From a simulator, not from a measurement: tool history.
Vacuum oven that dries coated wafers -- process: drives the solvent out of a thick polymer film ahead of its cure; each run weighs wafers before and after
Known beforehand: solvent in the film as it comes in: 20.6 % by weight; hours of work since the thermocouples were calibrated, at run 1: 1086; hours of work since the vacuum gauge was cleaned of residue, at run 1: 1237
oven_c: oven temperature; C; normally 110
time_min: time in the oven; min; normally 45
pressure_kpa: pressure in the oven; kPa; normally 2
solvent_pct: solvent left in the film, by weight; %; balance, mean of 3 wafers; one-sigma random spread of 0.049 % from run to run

| run | hour | oven_c | time_min | pressure_kpa | hours of work since the thermocouples were calibrated | hours of work since the vacuum gauge was cleaned of residue | solvent_pct |
|---|---|---|---|---|---|---|---|
| 1 | 0 | 110 | 45 | 2 | 1086 | 1237 | 2.09 |
| 2 | 51.1 | 110 | 45 | 2 | 1123 | 1274 | 2.17 |
| 3 | 82.4 | 110 | 78 | 2 | 1146 | 1297 | 1.17 |
| 4 | 118.1 | 110 | 78 | 2 | 1172 | 1323 | 1.17 |
| 5 | 144.4 | 110 | 78 | 2 | 1191 | 1342 | 1.31 |
| 6 | 180.2 | 110 | 78 | 2 | 1217 | 1368 | 1.31 |
| 7 | 212.8 | 110 | 45 | 2 | 1240 | 1391 | 2.05 |
| 8 | 255.6 | 117 | 45 | 2 | 1271 | 1422 | 1.22 |
|  | 265.3 | vacuum gauge cleaned of residue and calibrated |
| 9 | 297.2 | 110 | 45 | 2 | 1300 | 23 | 1.73 |
| 10 | 320.4 | 110 | 45 | 2 | 1317 | 40 | 1.92 |
| 11 | 371.3 | 110 | 45 | 2 | 1354 | 77 | 1.96 |
| 12 | 418.6 | 110 | 45 | 2 | 1388 | 111 | 1.83 |
| 13 | 449.8 | 110 | 38 | 2 | 1411 | 134 | 2.44 |
| 14 | 502.6 | 110 | 38 | 2 | 1449 | 172 | 2.53 |
| 15 | 547.7 | 110 | 38 | 2 | 1482 | 205 | 2.41 |
| 16 | 599.8 | 110 | 38 | 1.54 | 1520 | 243 | 2.42 |
| 17 | 646.3 | 96 | 38 | 1.54 | 1554 | 276 | 6.56 |
| 18 | 671.9 | 106 | 45 | 2.65 | 1572 | 295 | 3.17 |
|  | 676.7 | oven's thermocouples calibrated |
| 19 | 705.3 | 123 | 67 | 2 | 21 | 318 | 0.6 |
| 20 | 730.4 | 97 | 34 | 3.15 | 39 | 336 | 6.96 |
| 21 | 776.4 | 97 | 34 | 3.15 | 72 | 369 | 6.94 |
| 22 | 802.9 | 99 | 58 | 3.15 | 92 | 389 | 3.7 |
| 23 | 828.2 | 111 | 58 | 1.26 | 110 | 407 | 0.82 |
| 24 | 865.8 | 116 | 58 | 1.26 | 137 | 434 | 0.62 |
| 25 | 902.5 | 116 | 58 | 1.26 | 164 | 461 | 0.55 |
| 26 | 950.9 | 116 | 58 | 1.26 | 199 | 496 | 0.61 |

Predict the results of run 27:
| 27 | 988.6 | 116 | 43 | 1.26 | 226 | 523 | ? |

For run 27 the tool returned solvent_pct 0.88 %.
With no hidden state in the tool, this same run would have given solvent_pct 0.76 %.
